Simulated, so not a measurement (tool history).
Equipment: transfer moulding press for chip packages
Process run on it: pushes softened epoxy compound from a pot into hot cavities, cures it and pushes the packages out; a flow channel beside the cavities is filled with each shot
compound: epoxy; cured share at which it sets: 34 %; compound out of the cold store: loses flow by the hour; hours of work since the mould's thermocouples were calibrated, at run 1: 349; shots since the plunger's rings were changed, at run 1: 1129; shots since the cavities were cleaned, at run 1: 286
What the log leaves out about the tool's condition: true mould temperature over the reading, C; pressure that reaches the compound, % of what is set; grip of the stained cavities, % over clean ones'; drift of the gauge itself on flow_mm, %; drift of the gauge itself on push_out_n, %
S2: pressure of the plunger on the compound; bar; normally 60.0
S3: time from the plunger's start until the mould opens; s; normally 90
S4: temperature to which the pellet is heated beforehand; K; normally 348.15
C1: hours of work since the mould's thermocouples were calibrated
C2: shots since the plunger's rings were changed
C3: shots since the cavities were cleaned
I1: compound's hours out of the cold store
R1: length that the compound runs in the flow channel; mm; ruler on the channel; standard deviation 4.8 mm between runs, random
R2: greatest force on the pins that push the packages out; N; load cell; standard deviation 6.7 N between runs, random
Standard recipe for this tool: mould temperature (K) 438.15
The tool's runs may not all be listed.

Run 1, hour 0.0: usual settings; C1 349; C2 1129; C3 286; I1 8.7. Result: R1 649 mm, R2 405 N.
At hour 23.1: cavities cleaned with cleaning compound and waxed.
Run 2, hour 23.3: usual settings; C1 365; C2 1414; C3 3; I1 23.9. Result: R1 615 mm, R2 316 N.
Run 3, hour 53.0: usual settings; C1 387; C2 1802; C3 391; I1 39.5. Result: R1 601 mm, R2 438 N.
At hour 67.6: cavities cleaned with cleaning compound and waxed.
Run 4, hour 84.9: usual settings but S2 47.9 bar; C1 409; C2 2199; C3 226; I1 22.3. Result: R1 558 mm, R2 372 N.
At hour 112.6: cavities cleaned with cleaning compound and waxed.
Run 5, hour 128.2: usual settings but S2 47.9 bar; C1 440; C2 2745; C3 204; I1 16.7. Result: R1 568 mm, R2 389 N.
At hour 136.2: mould's thermocouples calibrated.
At hour 161.4: cavities cleaned with cleaning compound and waxed.
Run 6, hour 168.9: usual settings but S2 47.9 bar; C1 23; C2 3231; C3 98; I1 45.8. Result: R1 518 mm, R2 288 N.
Run 7, hour 203.4: usual settings but S2 47.9 bar; C1 48; C2 3681; C3 548; I1 20.9. Result: R1 549 mm, R2 440 N.
At hour 207.0: cavities cleaned with cleaning compound and waxed.
Run 8, hour 246.6: usual settings but S2 47.1 bar; C1 79; C2 4226; C3 516; I1 27.9. Result: R1 538 mm, R2 406 N.
At hour 254.1: cavities cleaned with cleaning compound and waxed.
Run 9, hour 282.2: usual settings but S3 107 s; C1 104; C2 4671; C3 367; I1 17.7. Result: R1 613 mm, R2 289 N.
At hour 298.9: cavities cleaned with cleaning compound and waxed.
Run 10, hour 307.5: usual settings but S3 126 s; C1 122; C2 4983; C3 112; I1 29.0. Result: R1 590 mm, R2 224 N.
Run 11, hour 330.7: usual settings but S2 73.4 bar; C1 139; C2 5286; C3 415; I1 32.6. Result: R1 650 mm, R2 414 N.
At hour 344.0: cavities cleaned with cleaning compound and waxed.
Run 12, hour 358.1: usual settings; C1 158; C2 5624; C3 184; I1 13.3. Result: R1 605 mm, R2 336 N.
At hour 366.7: plunger's sealing rings changed.
Run 13, hour 389.5: usual settings; C1 179; C2 297; C3 561; I1 41.4. Result: R1 610 mm, R2 444 N.
At hour 394.8: cavities cleaned with cleaning compound and waxed.
Run 14, hour 416.2: usual settings; C1 198; C2 626; C3 279; I1 17.2. Result: R1 638 mm, R2 398 N.
Run 15, hour 435.8: usual settings but S2 70.9 bar, S3 80 s, S4 345.15 K; C1 212; C2 883; C3 536; I1 34.1. Result: R1 662 mm, R2 583 N.
At hour 441.1: cavities cleaned with cleaning compound and waxed.
Run 16, hour 457.8: usual settings but S2 70.9 bar, S3 80 s, S4 345.15 K; C1 227; C2 1151; C3 218; I1 23.3. Result: R1 682 mm, R2 522 N.
Run 17, hour 483.3: usual settings but S2 55.0 bar; C1 246; C2 1484; C3 551; I1 40.6. Result: R1 569 mm, R2 447 N.
At hour 488.3: cavities cleaned with cleaning compound and waxed.
Run 18, hour 522.0: usual settings but S2 55.0 bar; C1 274; C2 1970; C3 440; I1 44.3. Result: R1 561 mm, R2 418 N.
At hour 535.4: cavities cleaned with cleaning compound and waxed.
Run 19, hour 549.1: usual settings but S2 55.0 bar; C1 292; C2 2304; C3 179; I1 10.9. Result: R1 617 mm, R2 371 N.
Run 20, hour 574.1: usual settings but mould temperature (K) 434.15, S2 55.0 bar, S3 107 s; C1 311; C2 2631; C3 506; I1 45.5. Result: R1 567 mm, R2 407 N.
At hour 581.1: cavities cleaned with cleaning compound and waxed.
Run 21, hour 608.9: usual settings but mould temperature (K) 430.15, S2 73.0 bar, S3 93 s, S4 357.15 K; C1 335; C2 3067; C3 364; I1 44.0. Result: R1 656 mm, R2 702 N.
At hour 627.6: cavities cleaned with cleaning compound and waxed.
Run 22, hour 637.2: usual settings but mould temperature (K) 430.15, S2 73.0 bar, S3 93 s, S4 357.15 K; C1 355; C2 3417; C3 126; I1 23.7. Result: R1 701 mm, R2 594 N.
Run 23, hour 664.5: usual settings but mould temperature (K) 430.15, S3 93 s, S4 355.15 K; C1 375; C2 3773; C3 482; I1 25.0. Result: R1 627 mm, R2 772 N.
At hour 674.3: cavities cleaned with cleaning compound and waxed.
Run 24, hour 689.1: usual settings but mould temperature (K) 433.15, S2 63.2 bar, S3 101 s, S4 351.15 K; C1 392; C2 4074; C3 192; I1 27.9. Result: R1 624 mm, R2 441 N.
At hour 719.6: cavities cleaned with cleaning compound and waxed.
Run 25, hour 719.8: usual settings but mould temperature (K) 442.15, S2 63.2 bar, S3 101 s, S4 344.15 K; C1 414; C2 4456; C3 3; I1 21.8. Result: R1 624 mm, R2 198 N.
Run 26, hour 749.5: usual settings but mould temperature (K) 432.15, S3 123 s; C1 436; C2 4844; C3 391; I1 38.2. Result: R1 597 mm, R2 341 N.
At hour 761.4: mould's thermocouples calibrated.
At hour 768.1: cavities cleaned with cleaning compound and waxed.
Run 27, hour 785.3: usual settings but mould temperature (K) 446.15, S3 123 s, S4 356.15 K; C1 17; C2 5266; C3 225; I1 43.5. Result: R1 548 mm, R2 243 N.
Run 28, hour 804.9: usual settings but mould temperature (K) 435.15, S2 48.5 bar, S3 72 s, S4 345.15 K; C1 31; C2 5522; C3 481; I1 43.8. Result: R1 520 mm, R2 919 N.

Take each entry between the runs: how does the hidden state at the last listed run before it differ from the hidden state at the first listed run after it?
From run 1 to run 2: cavities cleaned with cleaning compound and waxed (hour 23.1)
  true mould temperature over the reading, C: -1.11 -> -1.15; pressure that reaches the compound, % of what is set: 97.66 -> 97.18; grip of the stained cavities, % over clean ones': 31.5 -> 3.1
  measured less the result without the state, R1: -5 -> -6 mm; R2: +122 -> +35 N
From run 3 to run 4: cavities cleaned with cleaning compound and waxed (hour 67.6)
  true mould temperature over the reading, C: -1.21 -> -1.26; pressure that reaches the compound, % of what is set: 96.47 -> 95.71; grip of the stained cavities, % over clean ones': 45.3 -> 28.6
  measured less the result without the state, R1: -8 -> -9 mm; R2: +160 -> +110 N
From run 4 to run 5: cavities cleaned with cleaning compound and waxed (hour 112.6)
  true mould temperature over the reading, C: -1.26 -> -1.33; pressure that reaches the compound, % of what is set: 95.71 -> 94.71; grip of the stained cavities, % over clean ones': 28.6 -> 24.7
  measured less the result without the state, R1: -9 -> -12 mm; R2: +110 -> +106 N
From run 5 to run 6: mould's thermocouples calibrated (hour 136.2); cavities cleaned with cleaning compound and waxed (hour 161.4)
  true mould temperature over the reading, C: -1.33 -> -0.11; pressure that reaches the compound, % of what is set: 94.71 -> 93.92; grip of the stained cavities, % over clean ones': 24.7 -> 14.7
  measured less the result without the state, R1: -12 -> -16 mm; R2: +106 -> +40 N
From run 7 to run 8: cavities cleaned with cleaning compound and waxed (hour 207.0)
  true mould temperature over the reading, C: -0.16 -> -0.24; pressure that reaches the compound, % of what is set: 93.1 -> 92.14; grip of the stained cavities, % over clean ones': 59.2 -> 54.5
  measured less the result without the state, R1: -20 -> -22 mm; R2: +168 -> +149 N
From run 8 to run 9: cavities cleaned with cleaning compound and waxed (hour 254.1)
  true mould temperature over the reading, C: -0.24 -> -0.29; pressure that reaches the compound, % of what is set: 92.14 -> 91.3; grip of the stained cavities, % over clean ones': 54.5 -> 41
  measured less the result without the state, R1: -22 -> -27 mm; R2: +149 -> +86 N
From run 9 to run 10: cavities cleaned with cleaning compound and waxed (hour 298.9)
  true mould temperature over the reading, C: -0.29 -> -0.33; pressure that reaches the compound, % of what is set: 91.3 -> 90.75; grip of the stained cavities, % over clean ones': 41 -> 17
  measured less the result without the state, R1: -27 -> -29 mm; R2: +86 -> +34 N
From run 11 to run 12: cavities cleaned with cleaning compound and waxed (hour 344.0)
  true mould temperature over the reading, C: -0.38 -> -0.42; pressure that reaches the compound, % of what is set: 90.18 -> 89.65; grip of the stained cavities, % over clean ones': 49.3 -> 25.1
  measured less the result without the state, R1: -33 -> -33 mm; R2: +144 -> +76 N
From run 12 to run 13: plunger's sealing rings changed (hour 366.7)
  true mould temperature over the reading, C: -0.42 -> -0.47; pressure that reaches the compound, % of what is set: 89.65 -> 98.7; grip of the stained cavities, % over clean ones': 25.1 -> 59.3
  measured less the result without the state, R1: -33 -> -3 mm; R2: +76 -> +173 N
From run 13 to run 14: cavities cleaned with cleaning compound and waxed (hour 394.8)
  true mould temperature over the reading, C: -0.47 -> -0.51; pressure that reaches the compound, % of what is set: 98.7 -> 98.16; grip of the stained cavities, % over clean ones': 59.3 -> 33.7
  measured less the result without the state, R1: -3 -> -5 mm; R2: +173 -> +110 N
From run 15 to run 16: cavities cleaned with cleaning compound and waxed (hour 441.1)
  true mould temperature over the reading, C: -0.54 -> -0.58; pressure that reaches the compound, % of what is set: 97.68 -> 97.2; grip of the stained cavities, % over clean ones': 56.8 -> 27.7
  measured less the result without the state, R1: -7 -> -9 mm; R2: +229 -> +131 N
From run 17 to run 18: cavities cleaned with cleaning compound and waxed (hour 488.3)
  true mould temperature over the reading, C: -0.62 -> -0.69; pressure that reaches the compound, % of what is set: 96.65 -> 95.75; grip of the stained cavities, % over clean ones': 58 -> 50.3
  measured less the result without the state, R1: -9 -> -11 mm; R2: +178 -> +154 N
From run 18 to run 19: cavities cleaned with cleaning compound and waxed (hour 535.4)
  true mould temperature over the reading, C: -0.69 -> -0.73; pressure that reaches the compound, % of what is set: 95.75 -> 95.21; grip of the stained cavities, % over clean ones': 50.3 -> 24.3
  measured less the result without the state, R1: -11 -> -13 mm; R2: +154 -> +89 N
From run 20 to run 21: cavities cleaned with cleaning compound and waxed (hour 581.1)
  true mould temperature over the reading, C: -0.78 -> -0.83; pressure that reaches the compound, % of what is set: 94.62 -> 93.89; grip of the stained cavities, % over clean ones': 55.2 -> 41.7
  measured less the result without the state, R1: -14 -> -18 mm; R2: +159 -> +240 N
From run 21 to run 22: cavities cleaned with cleaning compound and waxed (hour 627.6)
  true mould temperature over the reading, C: -0.83 -> -0.88; pressure that reaches the compound, % of what is set: 93.89 -> 93.21; grip of the stained cavities, % over clean ones': 41.7 -> 18.6
  measured less the result without the state, R1: -18 -> -22 mm; R2: +240 -> +129 N
From run 23 to run 24: cavities cleaned with cleaning compound and waxed (hour 674.3)
  true mould temperature over the reading, C: -0.92 -> -0.96; pressure that reaches the compound, % of what is set: 92.57 -> 92.06; grip of the stained cavities, % over clean ones': 53.1 -> 26.8
  measured less the result without the state, R1: -22 -> -24 mm; R2: +304 -> +119 N
From run 24 to run 25: cavities cleaned with cleaning compound and waxed (hour 719.6)
  true mould temperature over the reading, C: -0.96 -> -1.02; pressure that reaches the compound, % of what is set: 92.06 -> 91.34; grip of the stained cavities, % over clean ones': 26.8 -> 1.1
  measured less the result without the state, R1: -24 -> -26 mm; R2: +119 -> +7 N
From run 26 to run 27: mould's thermocouples calibrated (hour 761.4); cavities cleaned with cleaning compound and waxed (hour 768.1)
  true mould temperature over the reading, C: -1.07 -> 0.13; pressure that reaches the compound, % of what is set: 90.64 -> 89.81; grip of the stained cavities, % over clean ones': 45.2 -> 29.8
  measured less the result without the state, R1: -28 -> -31 mm; R2: +121 -> +55 N
